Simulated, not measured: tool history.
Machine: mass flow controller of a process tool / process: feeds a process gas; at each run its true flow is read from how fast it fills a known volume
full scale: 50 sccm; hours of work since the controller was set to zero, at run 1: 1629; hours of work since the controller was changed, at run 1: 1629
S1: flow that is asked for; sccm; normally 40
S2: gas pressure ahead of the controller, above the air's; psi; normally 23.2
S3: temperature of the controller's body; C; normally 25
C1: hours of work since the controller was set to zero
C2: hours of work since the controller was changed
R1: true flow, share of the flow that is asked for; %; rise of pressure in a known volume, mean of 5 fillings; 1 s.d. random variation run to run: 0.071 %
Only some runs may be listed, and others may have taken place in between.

| run | hour | S1 | S2 | S3 | C1 | C2 | R1 |
|---|---|---|---|---|---|---|---|
| 1 | 0.0 | 40 | 23.2 | 25 | 1629 | 1629 | 99.47 |
| 2 | 146.5 | 40 | 23.2 | 25 | 1717 | 1717 | 99.43 |
| 3 | 324.3 | 40 | 23.2 | 25 | 1823 | 1823 | 99.65 |
| 4 | 494.3 | 40 | 23.2 | 25 | 1925 | 1925 | 99.86 |
| 5 | 694.6 | 40 | 23.2 | 25 | 2045 | 2045 | 100.11 |
| 6 | 893.4 | 40 | 23.2 | 25 | 2164 | 2164 | 100.26 |
| 7 | 995.4 | 40 | 23.2 | 25 | 2225 | 2225 | 100.24 |
| 8 | 1177.3 | 32 | 23.2 | 27 | 2334 | 2334 | 100.38 |
| 9 | 1292.1 | 39 | 32.8 | 27 | 2403 | 2403 | 100.79 |
| 10 | 1386.8 | 39 | 32.8 | 27 | 2460 | 2460 | 100.90 |
| 11 | 1589.6 | 8 | 26.3 | 25 | 2581 | 2581 | 99.33 |
| 12 | 1681.9 | 40 | 23.2 | 20 | 2636 | 2636 | 100.50 |
| 13 | 1831.4 | 5 | 26.4 | 31 | 2726 | 2726 | 100.05 |

Below are 5 alternative next runs, each starting from the tool's condition after run 13. Predict each:
| A | 1982.0 | 20 | 27.4 | 30 | 2816 | 2816 | ? |
| B | 1982.0 | 13 | 36.4 | 28 | 2816 | 2816 | ? |
| C | 1982.0 | 44 | 23.2 | 25 | 2816 | 2816 | ? |
| D | 1982.0 | 5 | 22.3 | 31 | 2816 | 2816 | ? |
| E | 1982.0 | 39 | 34.5 | 29 | 2816 | 2816 | ? |

| run | R1 |
|---|---|
| A | 100.79 |
| B | 100.41 |
| C | 101.32 |
| D | 100.02 |
| E | 101.67 |
Without the tool's unlogged condition, the same runs would have read:
| run | R1 |
|---|---|
| A | 99.06 |
| B | 98.69 |
| C | 99.58 |
| D | 98.33 |
| E | 99.93 |

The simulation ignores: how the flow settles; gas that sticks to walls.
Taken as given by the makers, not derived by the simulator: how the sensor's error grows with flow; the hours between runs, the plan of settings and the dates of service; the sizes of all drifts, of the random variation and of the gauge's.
